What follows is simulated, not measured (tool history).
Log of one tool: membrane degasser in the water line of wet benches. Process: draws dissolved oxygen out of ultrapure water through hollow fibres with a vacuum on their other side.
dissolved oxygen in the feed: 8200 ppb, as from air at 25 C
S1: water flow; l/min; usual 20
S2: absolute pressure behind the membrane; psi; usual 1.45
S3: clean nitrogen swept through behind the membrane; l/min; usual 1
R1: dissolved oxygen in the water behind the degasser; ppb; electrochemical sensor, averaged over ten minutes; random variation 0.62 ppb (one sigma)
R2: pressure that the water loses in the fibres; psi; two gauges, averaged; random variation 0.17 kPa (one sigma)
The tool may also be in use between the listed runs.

| run | hour | S1 | S2 | S3 | R1 | R2 |
|---|---|---|---|---|---|---|
| 1 | 0 | 20 | 1.45 | 1 | 296.8 | 4.142 |
| 2 | 104.6 | 20 | 1.45 | 1 | 295 | 4.073 |
| 3 | 309 | 20 | 1.45 | 1 | 295.8 | 4.118 |
| 4 | 437.7 | 20 | 1.45 | 1 | 295.1 | 4.128 |
| 5 | 648.6 | 27 | 1.45 | 1 | 388.5 | 5.519 |
| 6 | 845.5 | 27 | 1.45 | 1 | 387.2 | 5.559 |
| 7 | 1062 | 27 | 1.45 | 1 | 388.4 | 5.494 |
| 8 | 1225.1 | 20 | 1.45 | 1 | 292.7 | 4.078 |
| 9 | 1418 | 20 | 1.45 | 1 | 294.6 | 4.099 |
|  | 1464.9 | vacuum gauge calibrated |
| 10 | 1558.5 | 20 | 1.45 | 1 | 293.2 | 4.128 |
| 11 | 1746.2 | 20 | 1.45 | 1 | 292.9 | 4.112 |
| 12 | 1920.5 | 20 | 1.45 | 1 | 292.1 | 4.118 |
| 13 | 2063.6 | 20 | 1.45 | 1 | 292.5 | 4.087 |
| 14 | 2274 | 20 | 1.75 | 1.51 | 264.4 | 4.125 |
| 15 | 2427.8 | 20 | 0.96 | 1.07 | 141.3 | 4.094 |
| 16 | 2580.7 | 20 | 0.96 | 1.07 | 140.9 | 4.138 |
| 17 | 2681.8 | 20 | 0.96 | 1.07 | 140.9 | 4.119 |
| 18 | 2853.8 | 30 | 1.91 | 1 | 602.3 | 6.163 |
| 19 | 3023.2 | 13 | 0.99 | 1.13 | 94.6 | 2.65 |
| 20 | 3153.9 | 13 | 0.99 | 1.13 | 94.6 | 2.651 |
| 21 | 3305.8 | 20 | 1.41 | 1 | 278.7 | 4.122 |
| 22 | 3478.5 | 24 | 3.15 | 0.48 | 1477.5 | 4.925 |
| 23 | 3660.9 | 14 | 2.73 | 0.51 | 819.2 | 2.878 |

Forecast each of these 5 alternatives for the next run:
| A | 3822.2 | 14 | 2.71 | 0.84 | ? | ? |
| B | 3822.2 | 14 | 3.19 | 0.79 | ? | ? |
| C | 3822.2 | 20 | 1.45 | 0.64 | ? | ? |
| D | 3822.2 | 20 | 3.26 | 1 | ? | ? |
| E | 3822.2 | 23 | 1.75 | 0.44 | ? | ? |

| run | R1 | R2 |
|---|---|---|
| A | 542.1 | 2.873 |
| B | 683.3 | 2.892 |
| C | 420.1 | 4.097 |
| D | 773.9 | 4.125 |
| E | 800 | 4.691 |
Without the tool's hidden state the same runs would have given:
| run | R1 | R2 |
|---|---|---|
| A | 554 | 2.87 |
| B | 698.3 | 2.889 |
| C | 429.3 | 4.094 |
| D | 791 | 4.121 |
| E | 817.7 | 4.686 |
